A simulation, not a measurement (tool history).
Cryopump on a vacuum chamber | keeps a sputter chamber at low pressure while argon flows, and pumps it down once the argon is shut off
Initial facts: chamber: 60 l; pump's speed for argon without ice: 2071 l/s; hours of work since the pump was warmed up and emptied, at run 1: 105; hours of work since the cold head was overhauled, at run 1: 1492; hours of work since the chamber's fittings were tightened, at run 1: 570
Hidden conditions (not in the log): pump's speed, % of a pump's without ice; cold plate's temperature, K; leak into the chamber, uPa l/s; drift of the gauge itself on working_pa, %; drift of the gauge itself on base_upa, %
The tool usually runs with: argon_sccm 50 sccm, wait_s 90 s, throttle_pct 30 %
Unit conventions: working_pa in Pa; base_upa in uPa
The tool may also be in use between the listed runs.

run	hour	argon_sccm	wait_s	throttle_pct	hours of work since the pump was warmed up and emptied	hours of work since the cold head was overhauled	hours of work since the chamber's fittings were tightened	working_pa	base_upa
1	0.0	50	90	30	105	1492	570	0.1387	0.76
2	57.1	50	90	30	151	1537	616	0.1410	0.84
3	107.3	50	90	20	191	1578	656	0.2101	0.88
4	150.0	50	90	20	226	1612	690	0.2110	0.87
5	188.1	50	90	31	256	1642	721	0.1405	0.88
6	242.3	50	90	48	300	1686	764	0.0957	0.98
7	296.5	50	90	48	343	1729	808	0.0969	1.03
8	362.2	50	90	48	396	1782	860	0.0984	1.10
9	418.8	50	90	52	441	1828	906	0.0935	1.11
# hour 434.5: pump warmed up, emptied and cooled again
10	472.9	50	90	52	31	1867	945	0.0809	0.98
11	521.0	50	90	52	69	1905	984	0.0817	1.01
12	595.0	50	90	52	129	1965	1043	0.0827	1.08
13	648.2	50	90	52	171	2008	1086	0.0844	1.15
14	692.9	96	90	52	207	2043	1122	0.1628	1.12
15	745.2	96	90	52	249	2085	1164	0.1649	1.19
16	814.9	96	159	52	305	2141	1220	0.1701	1.16
17	895.6	96	159	52	370	2206	1284	0.1738	1.27
18	943.1	96	159	52	408	2244	1323	0.1770	1.34
19	982.3	50	171	27	439	2276	1354	0.1652	1.36
# hour 998.1: pump warmed up, emptied and cooled again
20	1036.2	50	297	19	31	2315	1393	0.2171	1.06
21	1075.2	58	24	53	62	2346	1425	0.0926	1.82
22	1153.7	96	160	53	125	2409	1487	0.1565	1.27
23	1222.4	96	160	53	180	2464	1543	0.1582	1.32
24	1289.7	28	231	26	234	2518	1597	0.0926	1.31
25	1355.5	28	231	26	287	2571	1649	0.0933	1.49
26	1390.7	23	177	59	315	2599	1678	0.0361	1.52
27	1469.7	50	54	19	378	2663	1741	0.2292	1.86
28	1524.2	58	90	30	422	2706	1785	0.1740	1.81
# hour 1561.6: pump warmed up, emptied and cooled again
29	1597.6	50	47	17	29	2761	1840	0.2403	1.70
30	1653.2	50	47	17	74	2806	1884	0.2446	1.69
31	1710.7	50	47	17	120	2852	1930	0.2444	1.74
32	1787.1	21	218	20	181	2913	1992	0.0878	1.55
33	1866.0	21	218	20	244	2977	2055	0.0890	1.66

Forecast each of these 5 alternatives for the next run:
A	1946.9	50	90	52	309	3041	2120	?	?
B	1946.9	59	41	28	309	3041	2120	?	?
C	1946.9	51	25	30	309	3041	2120	?	?
D	1946.9	41	218	20	309	3041	2120	?	?
E	1946.9	21	218	54	309	3041	2120	?	?

run	working_pa	base_upa
A	0.0888	1.91
B	0.1841	2.13
C	0.1484	2.47
D	0.1769	1.81
E	0.0369	1.78
What these runs would have given with no unlogged condition in the tool:
run	working_pa	base_upa
A	0.0785	0.35
B	0.1719	0.59
C	0.1379	0.90
D	0.1684	0.22
E	0.0325	0.21
